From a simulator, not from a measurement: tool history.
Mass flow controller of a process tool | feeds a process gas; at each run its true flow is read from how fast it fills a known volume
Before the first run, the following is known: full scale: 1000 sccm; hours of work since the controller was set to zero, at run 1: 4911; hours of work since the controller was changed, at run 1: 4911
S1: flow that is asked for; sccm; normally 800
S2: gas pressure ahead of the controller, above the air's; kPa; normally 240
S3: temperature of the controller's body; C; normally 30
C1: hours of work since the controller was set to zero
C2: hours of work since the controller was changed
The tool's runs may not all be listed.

{"run": 1, "day": 0.0, "S1": 800, "S2": 240, "S3": 30, "C1": 4911, "C2": 4911, "true flow (%)": 102.37}
{"run": 2, "day": 11.708, "S1": 800, "S2": 240, "S3": 30, "C1": 5010, "C2": 5010, "true flow (%)": 102.34}
{"run": 3, "day": 27.842, "S1": 800, "S2": 240, "S3": 30, "C1": 5146, "C2": 5146, "true flow (%)": 102.35}
{"run": 4, "day": 43.8, "S1": 800, "S2": 240, "S3": 30, "C1": 5281, "C2": 5281, "true flow (%)": 102.49}
{"run": 5, "day": 51.575, "S1": 800, "S2": 240, "S3": 30, "C1": 5347, "C2": 5347, "true flow (%)": 102.6}
{"run": 6, "day": 65.3, "S1": 800, "S2": 247, "S3": 30, "C1": 5463, "C2": 5463, "true flow (%)": 102.51}
{"run": 7, "day": 72.888, "S1": 800, "S2": 247, "S3": 30, "C1": 5527, "C2": 5527, "true flow (%)": 102.49}
{"day": 76.588, "done": "controller's zero set anew"}
{"run": 8, "day": 82.012, "S1": 800, "S2": 202, "S3": 30, "C1": 46, "C2": 5604, "true flow (%)": 103.32}
{"run": 9, "day": 93.033, "S1": 800, "S2": 202, "S3": 30, "C1": 139, "C2": 5698, "true flow (%)": 103.28}
{"run": 10, "day": 107.567, "S1": 800, "S2": 240, "S3": 30, "C1": 262, "C2": 5820, "true flow (%)": 103.14}
{"day": 115.125, "done": "controller's zero set anew, once more"}
{"run": 11, "day": 115.967, "S1": 800, "S2": 240, "S3": 30, "C1": 7, "C2": 5891, "true flow (%)": 101.44}
{"run": 12, "day": 127.983, "S1": 946, "S2": 240, "S3": 30, "C1": 109, "C2": 5993, "true flow (%)": 101.89}
{"run": 13, "day": 141.408, "S1": 800, "S2": 219, "S3": 30, "C1": 222, "C2": 6107, "true flow (%)": 101.61}
{"run": 14, "day": 152.388, "S1": 800, "S2": 219, "S3": 30, "C1": 315, "C2": 6199, "true flow (%)": 101.65}
{"run": 15, "day": 168.238, "S1": 800, "S2": 219, "S3": 30, "C1": 449, "C2": 6334, "true flow (%)": 101.67}
{"run": 16, "day": 184.212, "S1": 800, "S2": 219, "S3": 30, "C1": 584, "C2": 6469, "true flow (%)": 101.85}
{"run": 17, "day": 193.362, "S1": 800, "S2": 219, "S3": 30, "C1": 662, "C2": 6546, "true flow (%)": 101.84}
{"run": 18, "day": 204.017, "S1": 800, "S2": 219, "S3": 30, "C1": 752, "C2": 6636, "true flow (%)": 102.0}
{"run": 19, "day": 212.175, "S1": 800, "S2": 219, "S3": 30, "C1": 821, "C2": 6705, "true flow (%)": 102.05}
{"run": 20, "day": 227.125, "S1": 800, "S2": 219, "S3": 30, "C1": 947, "C2": 6832, "true flow (%)": 102.12}
{"run": 21, "day": 237.379, "S1": 800, "S2": 219, "S3": 30, "C1": 1034, "C2": 6918, "true flow (%)": 102.1}
{"run": 22, "day": 249.15, "S1": 800, "S2": 219, "S3": 24, "C1": 1134, "C2": 7018, "true flow (%)": 101.56}
{"run": 23, "day": 256.608, "S1": 800, "S2": 219, "S3": 24, "C1": 1197, "C2": 7081, "true flow (%)": 101.72}
{"run": 24, "day": 263.242, "S1": 800, "S2": 219, "S3": 24, "C1": 1253, "C2": 7137, "true flow (%)": 101.72}
{"run": 25, "day": 278.054, "S1": 800, "S2": 159, "S3": 30, "C1": 1378, "C2": 7262, "true flow (%)": 102.76}
{"run": 26, "day": 287.162, "S1": 800, "S2": 241, "S3": 30, "C1": 1455, "C2": 7339, "true flow (%)": 102.15}
{"run": 27, "day": 298.571, "S1": 801, "S2": 226, "S3": 24, "C1": 1552, "C2": 7436, "true flow (%)": 101.81}
{"run": 28, "day": 311.504, "S1": 186, "S2": 158, "S3": 37, "C1": 1661, "C2": 7545, "true flow (%)": 103.29}
{"run": 29, "day": 325.658, "S1": 172, "S2": 240, "S3": 37, "C1": 1781, "C2": 7665, "true flow (%)": 103.14}
{"run": 30, "day": 337.342, "S1": 111, "S2": 202, "S3": 22, "C1": 1880, "C2": 7764, "true flow (%)": 103.14}
{"run": 31, "day": 348.967, "S1": 111, "S2": 221, "S3": 22, "C1": 1978, "C2": 7862, "true flow (%)": 103.14}
{"run": 32, "day": 358.075, "S1": 111, "S2": 221, "S3": 22, "C1": 2055, "C2": 7939, "true flow (%)": 103.33}
{"run": 33, "day": 373.338, "S1": 158, "S2": 146, "S3": 30, "C1": 2184, "C2": 8068, "true flow (%)": 103.77}
{"run": 34, "day": 385.55, "S1": 728, "S2": 240, "S3": 23, "C1": 2287, "C2": 8172, "true flow (%)": 101.8}
{"run": 35, "day": 398.112, "S1": 728, "S2": 240, "S3": 23, "C1": 2394, "C2": 8278, "true flow (%)": 101.72}
{"run": 36, "day": 410.046, "S1": 728, "S2": 240, "S3": 23, "C1": 2495, "C2": 8379, "true flow (%)": 102.01}
{"run": 37, "day": 425.325, "S1": 164, "S2": 184, "S3": 30, "C1": 2624, "C2": 8508, "true flow (%)": 104.08}
{"run": 38, "day": 437.879, "S1": 314, "S2": 203, "S3": 25, "C1": 2730, "C2": 8614, "true flow (%)": 102.45}
{"run": 39, "day": 451.2, "S1": 589, "S2": 245, "S3": 28, "C1": 2843, "C2": 8727, "true flow (%)": 102.36}
{"run": 40, "day": 458.971, "S1": 589, "S2": 245, "S3": 28, "C1": 2908, "C2": 8793, "true flow (%)": 102.47}
{"run": 41, "day": 466.779, "S1": 589, "S2": 245, "S3": 28, "C1": 2975, "C2": 8859, "true flow (%)": 102.47}
{"run": 42, "day": 475.596, "S1": 800, "S2": 191, "S3": 30, "C1": 3049, "C2": 8933, "true flow (%)": 103.2}
{"run": 43, "day": 482.629, "S1": 269, "S2": 186, "S3": 40, "C1": 3109, "C2": 8993, "true flow (%)": 104.4}
{"run": 44, "day": 490.533, "S1": 269, "S2": 186, "S3": 40, "C1": 3175, "C2": 9060, "true flow (%)": 104.56}
{"run": 45, "day": 505.825, "S1": 338, "S2": 219, "S3": 24, "C1": 3305, "C2": 9189, "true flow (%)": 102.65}
{"run": 46, "day": 513.904, "S1": 338, "S2": 161, "S3": 32, "C1": 3373, "C2": 9257, "true flow (%)": 103.68}
{"run": 47, "day": 529.012, "S1": 653, "S2": 202, "S3": 21, "C1": 3501, "C2": 9385, "true flow (%)": 102.45}
{"run": 48, "day": 543.633, "S1": 800, "S2": 240, "S3": 21, "C1": 3625, "C2": 9509, "true flow (%)": 102.56}
{"run": 49, "day": 555.954, "S1": 800, "S2": 240, "S3": 21, "C1": 3729, "C2": 9613, "true flow (%)": 102.5}

Alternative continuations, all from the tool just after run 49; predict every row:
{"run": "A", "day": 571.017, "S1": 800, "S2": 240, "S3": 36, "C1": 3856, "C2": 9741, "true flow (%)": "?"}
{"run": "B", "day": 571.017, "S1": 436, "S2": 240, "S3": 27, "C1": 3856, "C2": 9741, "true flow (%)": "?"}
{"run": "C", "day": 571.017, "S1": 384, "S2": 159, "S3": 21, "C1": 3856, "C2": 9741, "true flow (%)": "?"}

run=A true_flow_(%)=104.02
run=B true_flow_(%)=102.94
run=C true_flow_(%)=103.00
Take away the tool's hidden state, keep each run's random variation, and the runs would have read:
run=A true_flow_(%)=100.31
run=B true_flow_(%)=98.41
run=C true_flow_(%)=98.22

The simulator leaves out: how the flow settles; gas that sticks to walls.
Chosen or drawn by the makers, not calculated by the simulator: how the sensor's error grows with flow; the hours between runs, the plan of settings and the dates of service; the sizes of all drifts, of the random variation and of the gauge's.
